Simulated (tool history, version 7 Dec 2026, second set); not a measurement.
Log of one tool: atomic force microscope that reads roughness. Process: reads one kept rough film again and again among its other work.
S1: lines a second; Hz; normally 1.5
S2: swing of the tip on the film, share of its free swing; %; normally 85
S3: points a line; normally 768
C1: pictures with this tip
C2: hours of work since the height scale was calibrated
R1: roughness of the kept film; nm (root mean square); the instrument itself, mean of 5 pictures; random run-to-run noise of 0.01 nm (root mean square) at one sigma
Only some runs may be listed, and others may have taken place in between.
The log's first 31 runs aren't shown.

run,hour,S1,S2,S3,C1,C2,R1
32,753,0.58,82,903,38,801,2.644
33,772.3,3.46,85,707,61,815,1.959
34,797.5,0.51,85,546,92,833,2.584
35,834.7,0.51,85,546,137,859,2.564
36,861.2,0.51,85,546,169,877,2.527
37,897.6,0.51,85,546,213,903,2.511
38,935,0.51,85,546,259,929,2.486
39,958.6,0.51,85,546,287,945,2.491
40,983.4,0.51,85,546,317,963,2.44
41,1006,0.51,85,546,344,978,2.449

What if the next run were any one of these 4? Each begins from the tool's condition after run 41:
# hour 1009.3: new tip fitted
A,1033,1.27,71,801,29,997,?
# hour 1009.3: new tip fitted
B,1033,1.89,71,795,29,997,?
# hour 1009.3: new tip fitted
C,1033,2.62,85,387,29,997,?
# hour 1009.3: new tip fitted
D,1033,0.55,85,465,29,997,?

run,R1
A,2.599
B,2.523
C,2.109
D,2.62
Had the tool no hidden state, the same runs would have come out as:
run,R1
A,2.656
B,2.578
C,2.155
D,2.678

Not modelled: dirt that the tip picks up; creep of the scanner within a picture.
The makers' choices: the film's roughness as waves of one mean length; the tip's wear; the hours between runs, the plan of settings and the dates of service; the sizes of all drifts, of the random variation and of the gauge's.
